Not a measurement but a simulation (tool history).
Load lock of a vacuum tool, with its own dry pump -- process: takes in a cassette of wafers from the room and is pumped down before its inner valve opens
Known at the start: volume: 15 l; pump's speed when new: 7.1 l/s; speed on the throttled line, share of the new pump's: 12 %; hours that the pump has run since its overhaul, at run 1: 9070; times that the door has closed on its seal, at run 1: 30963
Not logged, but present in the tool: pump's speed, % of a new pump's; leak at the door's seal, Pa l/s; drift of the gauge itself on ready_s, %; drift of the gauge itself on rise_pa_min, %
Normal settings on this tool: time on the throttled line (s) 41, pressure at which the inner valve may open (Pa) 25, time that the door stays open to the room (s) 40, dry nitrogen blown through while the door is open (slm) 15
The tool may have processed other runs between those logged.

run    hour  time on the throttled line (s)  pressure at which the inner valve may open (Pa)  time that the door stays open to the room (s)  dry nitrogen blown through while the door is open (slm)  hours that the pump has run since its overhaul  times that the door has closed on its seal  incoming humidity of the room's air, %  time from the closed door until the inner valve may open (s)  rise of the pressure with all valves shut (Pa/min)
  1     0.0                              41                                               25                                             40                                                       15                                            9070                                       30963                                    42.6                                                          53.4                                               0.053
  2   145.3                              41                                               25                                             40                                                       15                                            9216                                       31537                                    46.4                                                          53.7                                               0.060
  3   377.1                              41                                               25                                             40                                                       15                                            9448                                       32453                                    45.2                                                          53.6                                               0.058
  4   632.8                              41                                               25                                             40                                                       15                                            9703                                       33463                                    44.4                                                          53.9                                               0.053
  5   892.0                              41                                               25                                             40                                                       15                                            9962                                       34487                                    44.2                                                          53.8                                               0.055
  6  1108.0                              41                                               25                                             40                                                       15                                           10178                                       35340                                    46.8                                                          53.9                                               0.066
  7  1291.9                              41                                               25                                             30                                                       15                                           10362                                       36067                                    45.1                                                          53.4                                               0.044
  8  1550.9                              41                                               25                                             30                                                       42                                           10621                                       37090                                    44.0                                                          53.8                                               0.031
  9  1766.4                              41                                               25                                             30                                                       42                                           10837                                       37942                                    43.3                                                          53.2                                               0.026
 10  1885.2                              41                                               25                                             30                                                       42                                           10956                                       38411                                    46.4                                                          53.4                                               0.035
     2022.7  -- door's seal changed, seat wiped
 11  2158.6                              41                                               25                                             40                                                       15                                           11228                                         537                                    46.4                                                          53.4                                               0.058
 12  2437.2                              41                                               25                                             40                                                       15                                           11506                                        1638                                    45.7                                                          53.7                                               0.054
 13  2696.1                              41                                               25                                             40                                                       15                                           11765                                        2661                                    49.6                                                          53.7                                               0.059
 14  2967.2                              52                                               25                                             40                                                       15                                           12036                                        3732                                    44.6                                                          63.5                                               0.055
 15  3174.6                              41                                               25                                             40                                                       15                                           12244                                        4551                                    43.0                                                          53.6                                               0.048
 16  3353.5                              41                                               25                                             40                                                       15                                           12422                                        5258                                    44.9                                                          53.7                                               0.053
 17  3557.3                              41                                               25                                             40                                                       15                                           12626                                        6063                                    46.1                                                          53.8                                               0.054
 18  3828.2                              41                                               25                                             63                                                       15                                           12897                                        7133                                    44.0                                                          53.5                                               0.071
 19  4044.9                              41                                               25                                             63                                                       15                                           13114                                        7989                                    45.8                                                          53.7                                               0.068
 20  4157.4                              41                                               25                                             46                                                        6                                           13226                                        8433                                    40.8                                                          53.9                                               0.063
 21  4395.2                              41                                               25                                             27                                                       13                                           13464                                        9373                                    45.9                                                          53.7                                               0.045
 22  4632.6                              41                                               40                                             36                                                       18                                           13702                                       10311                                    47.0                                                          52.3                                               0.043
 23  4826.2                              31                                               21                                             71                                                        4                                           13895                                       11076                                    45.2                                                          45.0                                               0.105
 24  4972.1                              41                                               47                                            175                                                       15                                           14041                                       11652                                    45.2                                                          52.2                                               0.144
 25  5205.1                              41                                               36                                            159                                                        7                                           14274                                       12573                                    43.7                                                          52.9                                               0.174
 26  5318.0                              41                                               36                                            159                                                       30                                           14387                                       13018                                    47.0                                                          52.8                                               0.104
 27  5453.1                              41                                               25                                             40                                                        4                                           14522                                       13552                                    44.0                                                          53.5                                               0.071
 28  5617.6                              41                                               26                                             94                                                       15                                           14687                                       14202                                    44.3                                                          53.4                                               0.097
 29  5789.8                              41                                               25                                             40                                                       27                                           14859                                       14883                                    45.2                                                          53.5                                               0.038
 30  6027.7                              32                                               45                                             42                                                       27                                           15097                                       15822                                    45.3                                                          44.7                                               0.042
 31  6268.2                              41                                               50                                             49                                                       27                                           15337                                       16772                                    47.4                                                          52.0                                               0.047
 32  6474.9                              45                                               42                                             65                                                       15                                           15544                                       17589                                    44.4                                                          56.2                                               0.073
 33  6715.9                              56                                               42                                            204                                                       19                                           15785                                       18541                                    44.3                                                          65.9                                               0.146
 34  6883.0                              28                                               27                                            199                                                       23                                           15952                                       19201                                    43.8                                                          42.3                                               0.127
 35  7038.7                              28                                               29                                            199                                                       23                                           16108                                       19816                                    42.8                                                          42.0                                               0.127
 36  7176.4                              48                                               25                                             40                                                       20                                           16245                                       20360                                    44.0                                                          59.5                                               0.046

Consider 5 possible next runs. They are alternatives, not a sequence: every one starts from the tool as it was left by run 36. What does each give?
  A  7336.9                              41                                               31                                             40                                                       14                                           16406                                       20994                                    44.9                                                             ?                                                   ?
  B  7336.9                              49                                               25                                             40                                                       15                                           16406                                       20994                                    46.6                                                             ?                                                   ?
  C  7336.9                              25                                               25                                             38                                                       20                                           16406                                       20994                                    43.5                                                             ?                                                   ?
  D  7336.9                              20                                               25                                             40                                                       13                                           16406                                       20994                                    45.2                                                             ?                                                   ?
  E  7336.9                              47                                               25                                             40                                                       20                                           16406                                       20994                                    42.0                                                             ?                                                   ?

run  time from the closed door until the inner valve may open (s)  rise of the pressure with all valves shut (Pa/min)
  A                                                          52.8                                               0.054
  B                                                          60.7                                               0.056
  C                                                          39.7                                               0.042
  D                                                          35.2                                               0.053
  E                                                          58.9                                               0.046
The same runs, with their run-to-run variation unchanged, on a tool lacking any hidden condition would have given:
run  time from the closed door until the inner valve may open (s)  rise of the pressure with all valves shut (Pa/min)
  A                                                          52.8                                               0.054
  B                                                          60.7                                               0.055
  C                                                          39.6                                               0.041
  D                                                          35.2                                               0.053
  E                                                          58.9                                               0.046
